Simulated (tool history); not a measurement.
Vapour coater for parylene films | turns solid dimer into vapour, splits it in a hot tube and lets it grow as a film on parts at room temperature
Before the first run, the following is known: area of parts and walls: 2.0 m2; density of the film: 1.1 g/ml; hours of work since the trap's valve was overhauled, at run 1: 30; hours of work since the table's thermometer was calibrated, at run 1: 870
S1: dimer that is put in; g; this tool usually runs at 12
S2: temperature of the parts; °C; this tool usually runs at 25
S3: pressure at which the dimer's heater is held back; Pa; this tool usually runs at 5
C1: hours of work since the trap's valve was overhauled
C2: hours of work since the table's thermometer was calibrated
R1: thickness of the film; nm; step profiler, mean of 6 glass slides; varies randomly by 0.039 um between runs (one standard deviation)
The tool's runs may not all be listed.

| run | hour | S1 | S2 | S3 | C1 | C2 | R1 |
|---|---|---|---|---|---|---|---|
| 1 | 0 | 12 | 25 | 5 | 30 | 870 | 4010 |
| 2 | 49 | 12 | 25 | 5 | 69 | 909 | 4000 |
| 3 | 95.3 | 12 | 25 | 5 | 106 | 945 | 4050 |
| 4 | 122.1 | 12 | 25 | 5 | 127 | 966 | 3990 |
| 5 | 151.5 | 12 | 25 | 5 | 150 | 990 | 4000 |
| 6 | 180.7 | 16 | 25 | 5 | 173 | 1013 | 5310 |
| 7 | 203.8 | 16 | 25 | 5 | 192 | 1031 | 5200 |
| 8 | 242.1 | 16 | 25 | 5 | 222 | 1061 | 5240 |
| 9 | 263 | 16 | 25 | 5 | 238 | 1078 | 5180 |
| 10 | 285.8 | 16 | 25 | 5 | 256 | 1096 | 5180 |
| 11 | 311.2 | 12 | 25 | 5 | 276 | 1116 | 3890 |
| 12 | 334.5 | 12 | 25 | 5 | 295 | 1134 | 3840 |
| 13 | 368.9 | 12 | 25 | 5 | 322 | 1161 | 3860 |
| 14 | 401.2 | 9 | 34 | 3.46 | 348 | 1187 | 2070 |
|  | 404.3 | table's thermometer calibrated |
| 15 | 434.5 | 9 | 34 | 3.46 | 373 | 24 | 2080 |
| 16 | 469.8 | 9 | 34 | 3.46 | 401 | 52 | 2030 |
| 17 | 515.7 | 7 | 34 | 3.01 | 437 | 88 | 1590 |
|  | 534.5 | trap's valve overhauled |
|  | 542.1 | table's thermometer calibrated, once more |
| 18 | 542.1 | 7 | 22 | 4.72 | 5 | 0 | 2760 |
| 19 | 575 | 12 | 17 | 5 | 31 | 26 | 5360 |
| 20 | 613.3 | 12 | 17 | 5 | 62 | 56 | 5260 |
| 21 | 641 | 12 | 17 | 5 | 83 | 78 | 5280 |
| 22 | 687.2 | 12 | 18 | 2.65 | 120 | 115 | 5260 |
| 23 | 733.1 | 12 | 18 | 2.65 | 156 | 151 | 5220 |
| 24 | 761.9 | 12 | 18 | 2.65 | 179 | 174 | 5150 |
| 25 | 785.6 | 12 | 18 | 2.65 | 198 | 192 | 5180 |

Entry by entry between the runs, the difference in hidden state between the last listed run before and the first listed run after:
Between runs 14 and 15: table's thermometer calibrated (hour 404.3)
  vapour lost through the trap's worn valve, %: 5.8 -> 6.2; true temperature of the parts over the reading, C: 0.66 -> 1.13
  measured minus no-state result, R1: -200 -> -240 nm
Between runs 17 and 18: trap's valve overhauled (hour 534.5); table's thermometer calibrated, once more (hour 542.1)
  vapour lost through the trap's worn valve, %: 7.2 -> 0.2; true temperature of the parts over the reading, C: 1.16 -> -0.01
  measured minus no-state result, R1: -220 -> -10 nm
